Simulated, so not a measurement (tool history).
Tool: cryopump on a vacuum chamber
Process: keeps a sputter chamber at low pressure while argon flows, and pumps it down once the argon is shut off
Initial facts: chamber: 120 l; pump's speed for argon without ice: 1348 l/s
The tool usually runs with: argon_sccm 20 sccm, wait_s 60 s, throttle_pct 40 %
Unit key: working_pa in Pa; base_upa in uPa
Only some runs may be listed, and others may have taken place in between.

run     day  argon_sccm  wait_s  throttle_pct  working_pa  base_upa
  1       0          20      60            40      0.0721      2.42
  2   1.596          20      60            40      0.0736      2.39
  3   2.646          20      60            40      0.0731      2.48
  4   4.042          20      60            40      0.0747      2.44
  5   4.988          20      60            40      0.0745      2.51
  6   5.712          20      60            40      0.0749      2.59
      7.329  -- pump warmed up, emptied and cooled again
  7   7.621          20     148            40      0.0638      1.42
  8   8.367          37      28            40      0.1176      3.37
  9  10.092          32     151            47       0.087      1.43
 10  11.712          32     151            46      0.0885      1.44

Had the tool no unlogged condition, and each run kept its random variation, what would the results have been?
What the log doesn't record here: pump's speed, % of a pump's without ice; cold plate's temperature, K; leak into the chamber, uPa l/s; drift of the gauge itself on working_pa, %; drift of the gauge itself on base_upa, %.
run  working_pa  base_upa
  1      0.0617      1.38
  2      0.0626      1.33
  3      0.0618      1.36
  4      0.0629       1.3
  5      0.0623      1.32
  6      0.0624      1.37
  7      0.0635      0.65
  8      0.1168      2.59
  9      0.0858      0.63
 10      0.0868      0.62
